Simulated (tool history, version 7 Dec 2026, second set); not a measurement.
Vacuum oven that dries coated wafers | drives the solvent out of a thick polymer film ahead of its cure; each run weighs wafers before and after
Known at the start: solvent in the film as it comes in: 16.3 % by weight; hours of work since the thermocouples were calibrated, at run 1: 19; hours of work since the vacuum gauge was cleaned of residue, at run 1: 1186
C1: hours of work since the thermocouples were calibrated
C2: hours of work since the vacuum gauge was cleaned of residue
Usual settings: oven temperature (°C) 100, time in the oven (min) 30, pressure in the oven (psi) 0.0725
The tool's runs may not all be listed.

{"run": 1, "hour": 0.0, "oven temperature (°C)": 100, "time in the oven (min)": 30, "pressure in the oven (psi)": 0.0725, "C1": 19, "C2": 1186, "solvent left in the film (%)": 3}
{"run": 2, "hour": 61.2, "oven temperature (°C)": 100, "time in the oven (min)": 30, "pressure in the oven (psi)": 0.0725, "C1": 48, "C2": 1215, "solvent left in the film (%)": 3.1}
{"run": 3, "hour": 102.1, "oven temperature (°C)": 100, "time in the oven (min)": 30, "pressure in the oven (psi)": 0.0725, "C1": 68, "C2": 1235, "solvent left in the film (%)": 3.18}
{"run": 4, "hour": 148.3, "oven temperature (°C)": 100, "time in the oven (min)": 26, "pressure in the oven (psi)": 0.0725, "C1": 90, "C2": 1257, "solvent left in the film (%)": 3.84}
{"run": 5, "hour": 206.4, "oven temperature (°C)": 100, "time in the oven (min)": 26, "pressure in the oven (psi)": 0.0725, "C1": 118, "C2": 1285, "solvent left in the film (%)": 3.81}
{"run": 6, "hour": 247.1, "oven temperature (°C)": 100, "time in the oven (min)": 30, "pressure in the oven (psi)": 0.0725, "C1": 138, "C2": 1305, "solvent left in the film (%)": 3.2}
{"run": 7, "hour": 305.4, "oven temperature (°C)": 100, "time in the oven (min)": 30, "pressure in the oven (psi)": 0.0725, "C1": 166, "C2": 1333, "solvent left in the film (%)": 3.16}
{"run": 8, "hour": 365.6, "oven temperature (°C)": 100, "time in the oven (min)": 22, "pressure in the oven (psi)": 0.0725, "C1": 195, "C2": 1362, "solvent left in the film (%)": 4.58}
{"run": 9, "hour": 410.3, "oven temperature (°C)": 100, "time in the oven (min)": 20, "pressure in the oven (psi)": 0.0725, "C1": 216, "C2": 1383, "solvent left in the film (%)": 5.18}
{"run": 10, "hour": 454.9, "oven temperature (°C)": 100, "time in the oven (min)": 31, "pressure in the oven (psi)": 0.0725, "C1": 238, "C2": 1405, "solvent left in the film (%)": 2.97}
{"run": 11, "hour": 487.6, "oven temperature (°C)": 100, "time in the oven (min)": 31, "pressure in the oven (psi)": 0.0725, "C1": 254, "C2": 1421, "solvent left in the film (%)": 3.06}
{"run": 12, "hour": 553.9, "oven temperature (°C)": 100, "time in the oven (min)": 31, "pressure in the oven (psi)": 0.0725, "C1": 285, "C2": 1453, "solvent left in the film (%)": 3.14}
{"run": 13, "hour": 603.0, "oven temperature (°C)": 100, "time in the oven (min)": 30, "pressure in the oven (psi)": 0.1987, "C1": 309, "C2": 1476, "solvent left in the film (%)": 3.38}
{"run": 14, "hour": 664.6, "oven temperature (°C)": 100, "time in the oven (min)": 30, "pressure in the oven (psi)": 0.0725, "C1": 339, "C2": 1506, "solvent left in the film (%)": 3.24}
{"run": 15, "hour": 731.9, "oven temperature (°C)": 100, "time in the oven (min)": 30, "pressure in the oven (psi)": 0.0725, "C1": 371, "C2": 1538, "solvent left in the film (%)": 3.22}
{"run": 16, "hour": 763.6, "oven temperature (°C)": 100, "time in the oven (min)": 34, "pressure in the oven (psi)": 0.0725, "C1": 386, "C2": 1553, "solvent left in the film (%)": 2.79}
{"run": 17, "hour": 813.4, "oven temperature (°C)": 100, "time in the oven (min)": 34, "pressure in the oven (psi)": 0.0725, "C1": 410, "C2": 1577, "solvent left in the film (%)": 2.83}
{"run": 18, "hour": 881.2, "oven temperature (°C)": 106, "time in the oven (min)": 34, "pressure in the oven (psi)": 0.0725, "C1": 443, "C2": 1610, "solvent left in the film (%)": 1.34}
{"run": 19, "hour": 935.3, "oven temperature (°C)": 106, "time in the oven (min)": 34, "pressure in the oven (psi)": 0.0725, "C1": 469, "C2": 1636, "solvent left in the film (%)": 1.35}
{"run": 20, "hour": 982.4, "oven temperature (°C)": 106, "time in the oven (min)": 34, "pressure in the oven (psi)": 0.0725, "C1": 492, "C2": 1659, "solvent left in the film (%)": 1.34}
{"run": 21, "hour": 1024.5, "oven temperature (°C)": 106, "time in the oven (min)": 34, "pressure in the oven (psi)": 0.0725, "C1": 512, "C2": 1679, "solvent left in the film (%)": 1.39}
{"run": 22, "hour": 1059.5, "oven temperature (°C)": 100, "time in the oven (min)": 30, "pressure in the oven (psi)": 0.0725, "C1": 529, "C2": 1696, "solvent left in the film (%)": 3.32}
{"run": 23, "hour": 1113.7, "oven temperature (°C)": 106, "time in the oven (min)": 30, "pressure in the oven (psi)": 0.0725, "C1": 555, "C2": 1722, "solvent left in the film (%)": 1.74}
{"run": 24, "hour": 1160.2, "oven temperature (°C)": 100, "time in the oven (min)": 30, "pressure in the oven (psi)": 0.2315, "C1": 577, "C2": 1744, "solvent left in the film (%)": 3.57}
{"run": 25, "hour": 1195.0, "oven temperature (°C)": 89, "time in the oven (min)": 44, "pressure in the oven (psi)": 0.0725, "C1": 594, "C2": 1761, "solvent left in the film (%)": 5.17}
{"run": 26, "hour": 1260.4, "oven temperature (°C)": 100, "time in the oven (min)": 30, "pressure in the oven (psi)": 0.2384, "C1": 626, "C2": 1793, "solvent left in the film (%)": 3.57}
{"run": 27, "hour": 1295.7, "oven temperature (°C)": 100, "time in the oven (min)": 30, "pressure in the oven (psi)": 0.2384, "C1": 643, "C2": 1810, "solvent left in the film (%)": 3.64}
{"run": 28, "hour": 1359.4, "oven temperature (°C)": 100, "time in the oven (min)": 20, "pressure in the oven (psi)": 0.0725, "C1": 673, "C2": 1840, "solvent left in the film (%)": 5.3}
{"run": 29, "hour": 1432.3, "oven temperature (°C)": 89, "time in the oven (min)": 52, "pressure in the oven (psi)": 0.0973, "C1": 708, "C2": 1875, "solvent left in the film (%)": 4.44}
{"run": 30, "hour": 1484.4, "oven temperature (°C)": 89, "time in the oven (min)": 52, "pressure in the oven (psi)": 0.0973, "C1": 733, "C2": 1901, "solvent left in the film (%)": 4.43}
{"run": 31, "hour": 1553.7, "oven temperature (°C)": 89, "time in the oven (min)": 52, "pressure in the oven (psi)": 0.0973, "C1": 767, "C2": 1934, "solvent left in the film (%)": 4.42}
{"run": 32, "hour": 1600.3, "oven temperature (°C)": 104, "time in the oven (min)": 42, "pressure in the oven (psi)": 0.0773, "C1": 789, "C2": 1956, "solvent left in the film (%)": 1.29}
{"run": 33, "hour": 1668.1, "oven temperature (°C)": 104, "time in the oven (min)": 42, "pressure in the oven (psi)": 0.1079, "C1": 822, "C2": 1989, "solvent left in the film (%)": 1.27}
{"run": 34, "hour": 1742.3, "oven temperature (°C)": 98, "time in the oven (min)": 30, "pressure in the oven (psi)": 0.0508, "C1": 858, "C2": 2025, "solvent left in the film (%)": 4.1}
{"run": 35, "hour": 1780.5, "oven temperature (°C)": 103, "time in the oven (min)": 30, "pressure in the oven (psi)": 0.0725, "C1": 876, "C2": 2043, "solvent left in the film (%)": 2.71}
{"run": 36, "hour": 1841.5, "oven temperature (°C)": 101, "time in the oven (min)": 30, "pressure in the oven (psi)": 0.0445, "C1": 905, "C2": 2072, "solvent left in the film (%)": 3.14}
{"run": 37, "hour": 1904.1, "oven temperature (°C)": 101, "time in the oven (min)": 30, "pressure in the oven (psi)": 0.0445, "C1": 935, "C2": 2103, "solvent left in the film (%)": 3.27}
{"run": 38, "hour": 1944.1, "oven temperature (°C)": 101, "time in the oven (min)": 30, "pressure in the oven (psi)": 0.0445, "C1": 955, "C2": 2122, "solvent left in the film (%)": 3.23}
{"run": 39, "hour": 2011.7, "oven temperature (°C)": 90, "time in the oven (min)": 54, "pressure in the oven (psi)": 0.1176, "C1": 987, "C2": 2154, "solvent left in the film (%)": 4.08}
{"run": 40, "hour": 2052.5, "oven temperature (°C)": 100, "time in the oven (min)": 17, "pressure in the oven (psi)": 0.0725, "C1": 1007, "C2": 2174, "solvent left in the film (%)": 6.33}
{"hour": 2066.5, "done": "oven's thermocouples calibrated"}
{"run": 41, "hour": 2113.1, "oven temperature (°C)": 102, "time in the oven (min)": 21, "pressure in the oven (psi)": 0.1239, "C1": 22, "C2": 2202, "solvent left in the film (%)": 4.17}
{"run": 42, "hour": 2160.3, "oven temperature (°C)": 88, "time in the oven (min)": 20, "pressure in the oven (psi)": 0.0766, "C1": 45, "C2": 2225, "solvent left in the film (%)": 8.69}
{"run": 43, "hour": 2227.6, "oven temperature (°C)": 109, "time in the oven (min)": 50, "pressure in the oven (psi)": 0.0529, "C1": 78, "C2": 2257, "solvent left in the film (%)": 0.31}
{"run": 44, "hour": 2276.5, "oven temperature (°C)": 109, "time in the oven (min)": 50, "pressure in the oven (psi)": 0.0529, "C1": 101, "C2": 2281, "solvent left in the film (%)": 0.2}
{"run": 45, "hour": 2310.9, "oven temperature (°C)": 109, "time in the oven (min)": 50, "pressure in the oven (psi)": 0.0529, "C1": 118, "C2": 2297, "solvent left in the film (%)": 0.27}
{"run": 46, "hour": 2370.7, "oven temperature (°C)": 109, "time in the oven (min)": 50, "pressure in the oven (psi)": 0.0529, "C1": 146, "C2": 2326, "solvent left in the film (%)": 0.35}
{"run": 47, "hour": 2442.9, "oven temperature (°C)": 109, "time in the oven (min)": 52, "pressure in the oven (psi)": 0.0529, "C1": 181, "C2": 2361, "solvent left in the film (%)": 0.28}
{"run": 48, "hour": 2501.3, "oven temperature (°C)": 109, "time in the oven (min)": 52, "pressure in the oven (psi)": 0.0529, "C1": 209, "C2": 2389, "solvent left in the film (%)": 0.28}

3 ways to go on from here, each from the tool as it stands after run 48. What would each give?
{"run": "A", "hour": 2574.5, "oven temperature (°C)": 107, "time in the oven (min)": 51, "pressure in the oven (psi)": 0.1674, "C1": 245, "C2": 2424, "solvent left in the film (%)": "?"}
{"run": "B", "hour": 2574.5, "oven temperature (°C)": 109, "time in the oven (min)": 44, "pressure in the oven (psi)": 0.0529, "C1": 245, "C2": 2424, "solvent left in the film (%)": "?"}
{"run": "C", "hour": 2574.5, "oven temperature (°C)": 100, "time in the oven (min)": 20, "pressure in the oven (psi)": 0.0529, "C1": 245, "C2": 2424, "solvent left in the film (%)": "?"}

run=A solvent_left_in_the_film_(%)=0.54
run=B solvent_left_in_the_film_(%)=0.38
run=C solvent_left_in_the_film_(%)=5.12
Without the tool's hidden state the same runs would have given:
run=A solvent_left_in_the_film_(%)=0.44
run=B solvent_left_in_the_film_(%)=0.29
run=C solvent_left_in_the_film_(%)=5

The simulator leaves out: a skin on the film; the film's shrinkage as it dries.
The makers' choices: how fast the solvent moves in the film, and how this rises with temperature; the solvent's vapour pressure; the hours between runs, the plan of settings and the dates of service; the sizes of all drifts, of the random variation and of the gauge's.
